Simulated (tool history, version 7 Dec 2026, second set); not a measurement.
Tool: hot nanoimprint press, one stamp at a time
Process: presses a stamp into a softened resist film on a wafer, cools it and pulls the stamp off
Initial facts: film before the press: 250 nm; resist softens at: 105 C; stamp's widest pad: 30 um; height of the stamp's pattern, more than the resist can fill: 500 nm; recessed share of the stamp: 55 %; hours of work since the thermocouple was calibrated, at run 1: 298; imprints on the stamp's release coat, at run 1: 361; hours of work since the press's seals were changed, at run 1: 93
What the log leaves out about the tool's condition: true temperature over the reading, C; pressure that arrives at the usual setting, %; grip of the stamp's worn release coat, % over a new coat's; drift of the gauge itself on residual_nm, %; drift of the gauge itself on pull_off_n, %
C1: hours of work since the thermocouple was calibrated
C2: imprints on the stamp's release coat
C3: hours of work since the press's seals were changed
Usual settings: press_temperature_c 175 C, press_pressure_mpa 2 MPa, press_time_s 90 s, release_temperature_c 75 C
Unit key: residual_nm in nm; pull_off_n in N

{"run": 1, "day": 0.0, "press_temperature_c": 175, "press_pressure_mpa": 2, "press_time_s": 90, "release_temperature_c": 75, "C1": 298, "C2": 361, "C3": 93, "residual_nm": 104.6, "pull_off_n": 236}
{"run": 2, "day": 0.35, "press_temperature_c": 175, "press_pressure_mpa": 2, "press_time_s": 90, "release_temperature_c": 75, "C1": 302, "C2": 379, "C3": 97, "residual_nm": 104.8, "pull_off_n": 238}
{"run": 3, "day": 0.758, "press_temperature_c": 171, "press_pressure_mpa": 2, "press_time_s": 90, "release_temperature_c": 75, "C1": 307, "C2": 401, "C3": 102, "residual_nm": 118.1, "pull_off_n": 237}
{"run": 4, "day": 1.379, "press_temperature_c": 169, "press_pressure_mpa": 2, "press_time_s": 90, "release_temperature_c": 75, "C1": 315, "C2": 434, "C3": 110, "residual_nm": 125.7, "pull_off_n": 241}
{"run": 5, "day": 1.717, "press_temperature_c": 175, "press_pressure_mpa": 2, "press_time_s": 90, "release_temperature_c": 75, "C1": 319, "C2": 453, "C3": 114, "residual_nm": 104.2, "pull_off_n": 242}
{"run": 6, "day": 2.221, "press_temperature_c": 175, "press_pressure_mpa": 2, "press_time_s": 90, "release_temperature_c": 75, "C1": 325, "C2": 479, "C3": 120, "residual_nm": 105.1, "pull_off_n": 241}
{"run": 7, "day": 2.504, "press_temperature_c": 175, "press_pressure_mpa": 2, "press_time_s": 90, "release_temperature_c": 80, "C1": 329, "C2": 494, "C3": 124, "residual_nm": 104.4, "pull_off_n": 203}
{"run": 8, "day": 2.85, "press_temperature_c": 175, "press_pressure_mpa": 2, "press_time_s": 49, "release_temperature_c": 75, "C1": 333, "C2": 513, "C3": 128, "residual_nm": 131.6, "pull_off_n": 242}
{"run": 9, "day": 3.354, "press_temperature_c": 175, "press_pressure_mpa": 1.6, "press_time_s": 49, "release_temperature_c": 63, "C1": 339, "C2": 540, "C3": 134, "residual_nm": 143, "pull_off_n": 328}
{"run": 10, "day": 3.883, "press_temperature_c": 175, "press_pressure_mpa": 2, "press_time_s": 167, "release_temperature_c": 75, "C1": 346, "C2": 568, "C3": 141, "residual_nm": 80.3, "pull_off_n": 244}
{"run": 11, "day": 4.346, "press_temperature_c": 175, "press_pressure_mpa": 2.88, "press_time_s": 167, "release_temperature_c": 75, "C1": 352, "C2": 593, "C3": 147, "residual_nm": 68, "pull_off_n": 244}
{"run": 12, "day": 4.942, "press_temperature_c": 175, "press_pressure_mpa": 2.88, "press_time_s": 167, "release_temperature_c": 75, "C1": 359, "C2": 625, "C3": 154, "residual_nm": 67.8, "pull_off_n": 247}
{"run": 13, "day": 5.421, "press_temperature_c": 181, "press_pressure_mpa": 2.06, "press_time_s": 58, "release_temperature_c": 75, "C1": 365, "C2": 651, "C3": 160, "residual_nm": 103.2, "pull_off_n": 245}
{"day": 6.108, "done": "stamp cleaned and given a new release coat"}
{"run": 14, "day": 6.15, "press_temperature_c": 181, "press_pressure_mpa": 2.06, "press_time_s": 58, "release_temperature_c": 75, "C1": 371, "C2": 2, "C3": 166, "residual_nm": 103.3, "pull_off_n": 216}
{"run": 15, "day": 6.679, "press_temperature_c": 177, "press_pressure_mpa": 1.54, "press_time_s": 56, "release_temperature_c": 70, "C1": 378, "C2": 30, "C3": 173, "residual_nm": 131.2, "pull_off_n": 250}

Consider 4 possible next runs. They are alternatives, not a sequence: every one starts from the tool as it was left by run 15. What does each give?
{"run": "A", "day": 7.254, "press_temperature_c": 184, "press_pressure_mpa": 2.3, "press_time_s": 90, "release_temperature_c": 75, "C1": 385, "C2": 61, "C3": 180, "residual_nm": "?", "pull_off_n": "?"}
{"run": "B", "day": 7.254, "press_temperature_c": 175, "press_pressure_mpa": 2, "press_time_s": 90, "release_temperature_c": 82, "C1": 385, "C2": 61, "C3": 180, "residual_nm": "?", "pull_off_n": "?"}
{"run": "C", "day": 7.254, "press_temperature_c": 170, "press_pressure_mpa": 2, "press_time_s": 112, "release_temperature_c": 75, "C1": 385, "C2": 61, "C3": 180, "residual_nm": "?", "pull_off_n": "?"}
{"run": "D", "day": 7.254, "press_temperature_c": 182, "press_pressure_mpa": 2.45, "press_time_s": 106, "release_temperature_c": 70, "C1": 385, "C2": 61, "C3": 180, "residual_nm": "?", "pull_off_n": "?"}

run=A residual_nm=75 pull_off_n=219
run=B residual_nm=104 pull_off_n=175
run=C residual_nm=111.7 pull_off_n=220
run=D residual_nm=71.4 pull_off_n=254
Without the tool's hidden state the same runs would have given:
run=A residual_nm=77.4 pull_off_n=224
run=B residual_nm=107.6 pull_off_n=181
run=C residual_nm=115.7 pull_off_n=226
run=D residual_nm=73.7 pull_off_n=259

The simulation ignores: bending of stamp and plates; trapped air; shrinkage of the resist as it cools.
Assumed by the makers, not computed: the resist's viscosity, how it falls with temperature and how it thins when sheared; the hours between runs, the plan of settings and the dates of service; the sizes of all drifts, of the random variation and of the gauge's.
